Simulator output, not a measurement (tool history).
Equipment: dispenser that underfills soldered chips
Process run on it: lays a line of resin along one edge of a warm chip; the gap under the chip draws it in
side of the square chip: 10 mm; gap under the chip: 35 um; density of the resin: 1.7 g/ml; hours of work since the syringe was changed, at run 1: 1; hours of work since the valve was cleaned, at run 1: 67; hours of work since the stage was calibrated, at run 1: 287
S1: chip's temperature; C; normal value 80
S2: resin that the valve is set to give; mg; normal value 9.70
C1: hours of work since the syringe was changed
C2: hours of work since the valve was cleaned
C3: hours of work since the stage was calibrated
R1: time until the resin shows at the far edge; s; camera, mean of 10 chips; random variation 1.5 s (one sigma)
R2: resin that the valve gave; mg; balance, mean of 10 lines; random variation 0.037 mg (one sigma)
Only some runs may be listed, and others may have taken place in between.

run,hour,S1,S2,C1,C2,C3,R1,R2
1,0.0,80,9.70,1,67,287,166.2,9.32
2,8.2,80,9.70,7,73,293,249.4,9.31
# hour 10.2: new syringe of resin
3,14.2,80,9.70,3,78,298,195.4,9.25
# hour 21.2: new syringe of resin
4,24.8,80,9.70,3,85,305,194.6,9.22
# hour 32.6: new syringe of resin
5,34.6,80,9.70,1,92,312,176.2,9.22
# hour 37.0: dispensing valve cleaned and set on the balance
6,43.0,80,9.70,7,4,318,253.1,9.68
# hour 45.0: new syringe of resin
7,53.6,80,11.14,6,12,325,234.9,11.09
# hour 56.4: new syringe of resin
8,63.4,80,9.70,5,19,332,216.7,9.64
# hour 67.8: new syringe of resin
9,71.3,80,9.70,3,25,338,191.5,9.60
# hour 77.0: stage's temperature calibrated
# hour 79.9: new syringe of resin
10,80.2,80,9.70,0,30,2,151.0,9.54
11,86.2,80,9.70,5,35,7,199.6,9.60
# hour 91.0: new syringe of resin
12,97.3,80,9.70,5,43,15,199.5,9.48
# hour 102.4: new syringe of resin
13,104.5,80,9.70,2,48,20,169.1,9.46
14,109.3,80,9.70,5,51,23,204.4,9.43
# hour 114.0: new syringe of resin
15,115.9,80,9.70,1,56,28,168.1,9.38
# hour 124.9: new syringe of resin
16,126.8,86,9.70,1,64,36,133.7,9.35
17,135.4,86,9.70,8,70,42,196.3,9.31
# hour 136.6: new syringe of resin
18,141.3,81,9.80,3,74,46,180.0,9.38
# hour 147.9: new syringe of resin
19,152.4,92,8.92,3,82,54,124.5,8.48
# hour 159.5: new syringe of resin
20,160.0,77,8.33,0,88,60,175.5,7.88
# hour 168.4: dispensing valve cleaned and set on the balance
21,168.4,68,11.60,6,0,65,332.2,11.59
# hour 171.6: new syringe of resin
22,179.1,86,8.72,6,8,73,172.2,8.65
# hour 183.3: new syringe of resin
23,184.6,95,10.27,1,12,77,95.9,10.19
24,193.8,85,10.96,8,18,83,203.7,10.92
# hour 195.1: new syringe of resin
25,204.8,85,10.96,7,26,91,200.4,10.84
# hour 206.5: new syringe of resin
26,213.8,85,10.96,5,33,98,174.0,10.79
# hour 217.7: new syringe of resin
27,224.0,85,10.96,5,40,105,170.4,10.72
# hour 229.2: new syringe of resin
28,231.8,83,10.50,2,45,110,154.6,10.21
# hour 240.3: new syringe of resin
29,242.0,83,10.50,1,53,118,150.6,10.12
30,248.3,80,9.45,6,57,123,224.2,9.13
# hour 251.3: new syringe of resin
31,255.3,85,11.86,3,62,127,148.8,11.51
32,261.4,82,10.96,7,67,132,221.5,10.58
# hour 262.4: new syringe of resin
33,267.7,82,10.96,4,71,136,182.3,10.50
34,273.0,88,9.70,8,75,140,191.6,9.29

Each row is a separate what-if for the run after 34, all from the same tool condition, not one after another. Results?
# hour 273.9: new syringe of resin
A,278.0,67,9.70,3,79,144,?,?
# hour 273.9: new syringe of resin
B,278.0,91,11.89,3,79,144,?,?
# hour 273.9: new syringe of resin
C,278.0,94,12.41,3,79,144,?,?
# hour 273.9: new syringe of resin
D,278.0,76,9.70,3,79,144,?,?
# hour 273.9: new syringe of resin
E,278.0,77,11.65,3,79,144,?,?

run,R1,R2
A,301.8,9.26
B,125.4,11.34
C,111.7,11.84
D,217.8,9.23
E,206.5,11.16
What these runs would have given with no unlogged condition in the tool:
run,R1,R2
A,238.3,9.69
B,99.8,11.87
C,89.1,12.40
D,172.2,9.67
E,164.0,11.68
